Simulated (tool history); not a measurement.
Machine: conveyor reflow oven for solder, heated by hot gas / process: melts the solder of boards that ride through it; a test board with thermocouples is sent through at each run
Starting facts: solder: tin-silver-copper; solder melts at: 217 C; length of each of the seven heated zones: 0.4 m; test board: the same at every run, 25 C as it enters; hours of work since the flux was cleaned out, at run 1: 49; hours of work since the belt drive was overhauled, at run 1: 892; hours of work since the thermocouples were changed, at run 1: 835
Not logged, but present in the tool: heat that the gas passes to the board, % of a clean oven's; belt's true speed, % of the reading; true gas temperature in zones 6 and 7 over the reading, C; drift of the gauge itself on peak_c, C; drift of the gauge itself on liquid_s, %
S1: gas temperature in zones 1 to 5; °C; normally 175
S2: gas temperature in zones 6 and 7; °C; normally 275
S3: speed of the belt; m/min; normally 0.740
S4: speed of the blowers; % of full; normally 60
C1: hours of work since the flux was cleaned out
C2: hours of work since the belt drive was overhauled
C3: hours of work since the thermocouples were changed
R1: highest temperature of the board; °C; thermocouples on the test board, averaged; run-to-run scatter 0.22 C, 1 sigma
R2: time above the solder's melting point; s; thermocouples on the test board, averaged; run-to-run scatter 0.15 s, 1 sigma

run    hour   S1   S2     S3  S4   C1   C2   C3     R1    R2
  1     0.0  175  275  0.740  60   49  892  835  249.9  46.8
  2    31.9  175  275  0.740  60   66  909  853  249.7  46.9
  3    69.8  175  275  0.740  60   87  930  873  249.8  46.6
       79.9  -- belt drive overhauled, speed set with a stopwatch
  4   149.1  175  275  0.740  60  128   38  914  248.6  44.6
  5   215.7  175  275  0.740  60  164   74  951  248.8  45.0
      280.9  -- flux residue cleaned out of gas plates and filters
  6   291.1  175  275  0.740  60    6  112  989  247.8  44.2
      329.1  -- thermocouples of zones 6 and 7 changed
  7   363.5  175  275  0.740  60   44  151   19  250.6  46.0
  8   406.4  175  275  0.740  60   67  174   42  250.7  45.8
  9   461.0  175  275  0.740  60   97  204   72  250.0  45.7
      469.8  -- flux residue cleaned out of gas plates and filters, once more
 10   502.8  175  275  0.740  60   18  224   92  251.6  47.2
 11   569.5  175  275  0.740  60   54  260  128  252.0  47.1
 12   622.9  175  275  0.740  60   83  289  157  251.2  47.2
 13   657.2  175  275  0.740  60  102  308  176  251.1  46.8
 14   725.6  175  275  0.740  60  139  345  213  251.2  46.4
 15   773.2  175  286  0.740  60  165  371  239  259.6  51.8
      835.1  -- flux residue cleaned out of gas plates and filters
 16   835.1  181  275  0.740  81    0  402  270  257.4  53.5
 17   906.7  171  274  0.740  60   39  441  309  249.9  44.8
 18   946.2  187  274  0.659  51   60  462  330  254.8  60.7
 19  1011.1  160  273  0.740  60   96  497  366  246.3  39.0
 20  1051.2  160  273  0.740  60  118  519  387  245.8  39.3
 21  1084.4  175  267  0.859  67  136  537  406  240.2  32.1
 22  1127.6  163  278  0.757  51  159  561  429  246.5  38.5
 23  1169.5  183  278  0.757  51  182  584  452  251.3  48.2
     1202.5  -- flux residue cleaned out of gas plates and filters
 24  1249.1  183  278  0.757  51   25  624  492  252.1  48.8
 25  1294.9  183  278  0.757  51   50  649  517  252.0  48.8
 26  1370.8  167  275  0.740  60   92  691  559  249.4  43.4
 27  1445.0  169  265  0.828  70  132  731  599  239.3  31.4
 28  1480.0  169  265  0.752  60  151  750  618  240.4  36.3

Consider 5 possible next runs. They are alternatives, not a sequence: every one starts from the tool as it was left by run 28. What does each give?
  A  1554.9  169  286  0.752  50  192  791  659   ?   ?
  B  1554.9  163  275  0.653  54  192  791  659   ?   ?
  C  1554.9  174  265  0.593  60  192  791  659   ?   ?
  D  1554.9  169  265  0.792  60  192  791  659   ?   ?
  E  1554.9  169  265  0.783  60  192  791  659   ?   ?

run     R1    R2
  A  253.7  45.9
  B  250.7  49.8
  C  248.6  59.4
  D  237.8  31.7
  E  238.2  32.4
Take away the tool's hidden state, keep each run's random variation, and the runs would have read:
run     R1    R2
  A  255.9  46.6
  B  252.9  50.7
  C  250.7  60.2
  D  240.0  33.3
  E  240.4  34.0
